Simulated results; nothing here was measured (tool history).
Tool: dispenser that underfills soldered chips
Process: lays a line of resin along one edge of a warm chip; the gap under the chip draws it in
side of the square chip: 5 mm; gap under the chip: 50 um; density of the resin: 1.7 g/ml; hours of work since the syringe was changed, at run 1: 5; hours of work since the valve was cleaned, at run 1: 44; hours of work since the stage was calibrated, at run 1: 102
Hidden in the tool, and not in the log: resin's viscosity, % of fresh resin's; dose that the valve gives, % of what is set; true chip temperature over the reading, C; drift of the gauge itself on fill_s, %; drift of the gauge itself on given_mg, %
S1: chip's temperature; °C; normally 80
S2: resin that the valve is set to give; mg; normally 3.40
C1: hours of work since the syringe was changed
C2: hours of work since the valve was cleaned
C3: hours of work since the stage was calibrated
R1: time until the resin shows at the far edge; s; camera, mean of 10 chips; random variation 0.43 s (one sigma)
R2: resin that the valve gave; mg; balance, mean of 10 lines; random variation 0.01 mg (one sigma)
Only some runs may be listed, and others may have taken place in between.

{"run": 1, "hour": 0.0, "S1": 80, "S2": 3.4, "C1": 5, "C2": 44, "C3": 102, "R1": 37.2, "R2": 3.285}
{"hour": 1.4, "done": "dispensing valve cleaned and set on the balance"}
{"run": 2, "hour": 5.7, "S1": 80, "S2": 3.4, "C1": 8, "C2": 3, "C3": 105, "R1": 43.7, "R2": 3.372}
{"run": 3, "hour": 9.4, "S1": 80, "S2": 3.4, "C1": 10, "C2": 5, "C3": 107, "R1": 48.2, "R2": 3.381}
{"hour": 12.3, "done": "new syringe of resin"}
{"run": 4, "hour": 13.8, "S1": 80, "S2": 3.4, "C1": 1, "C2": 7, "C3": 110, "R1": 31.3, "R2": 3.37}
{"run": 5, "hour": 16.8, "S1": 80, "S2": 3.4, "C1": 3, "C2": 9, "C3": 112, "R1": 34.5, "R2": 3.362}
{"run": 6, "hour": 21.6, "S1": 80, "S2": 3.2, "C1": 6, "C2": 12, "C3": 115, "R1": 40.6, "R2": 3.156}
{"run": 7, "hour": 24.7, "S1": 80, "S2": 3.2, "C1": 8, "C2": 14, "C3": 117, "R1": 43.6, "R2": 3.166}
{"run": 8, "hour": 28.3, "S1": 80, "S2": 3.2, "C1": 10, "C2": 16, "C3": 119, "R1": 48.7, "R2": 3.179}
{"hour": 31.3, "done": "new syringe of resin"}
{"run": 9, "hour": 32.0, "S1": 90, "S2": 3.4, "C1": 0, "C2": 18, "C3": 121, "R1": 19.3, "R2": 3.353}
{"run": 10, "hour": 35.7, "S1": 80, "S2": 3.4, "C1": 3, "C2": 21, "C3": 123, "R1": 34.1, "R2": 3.345}
{"run": 11, "hour": 40.1, "S1": 80, "S2": 3.4, "C1": 5, "C2": 23, "C3": 126, "R1": 38.4, "R2": 3.345}
{"run": 12, "hour": 42.2, "S1": 83, "S2": 3.4, "C1": 7, "C2": 25, "C3": 127, "R1": 37.0, "R2": 3.316}
{"run": 13, "hour": 46.6, "S1": 84, "S2": 3.96, "C1": 9, "C2": 27, "C3": 130, "R1": 39.8, "R2": 3.881}
{"hour": 50.4, "done": "new syringe of resin"}
{"run": 14, "hour": 51.1, "S1": 84, "S2": 3.96, "C1": 0, "C2": 30, "C3": 132, "R1": 23.8, "R2": 3.858}
{"run": 15, "hour": 54.1, "S1": 84, "S2": 3.96, "C1": 2, "C2": 32, "C3": 134, "R1": 26.5, "R2": 3.851}
{"run": 16, "hour": 57.8, "S1": 83, "S2": 3.95, "C1": 5, "C2": 34, "C3": 136, "R1": 31.2, "R2": 3.825}

Estimate the outcome of run 17 from the log above:
{"run": 17, "hour": 61.7, "S1": 83, "S2": 3.95, "C1": 7, "C2": 36, "C3": 139, "R1": "?", "R2": "?"}

{"run 17": {"R1": 34.5, "R2": 3.828}}
Minus the tool's unlogged condition, the same run would have read R1 25.7 s, R2 3.951 mg.

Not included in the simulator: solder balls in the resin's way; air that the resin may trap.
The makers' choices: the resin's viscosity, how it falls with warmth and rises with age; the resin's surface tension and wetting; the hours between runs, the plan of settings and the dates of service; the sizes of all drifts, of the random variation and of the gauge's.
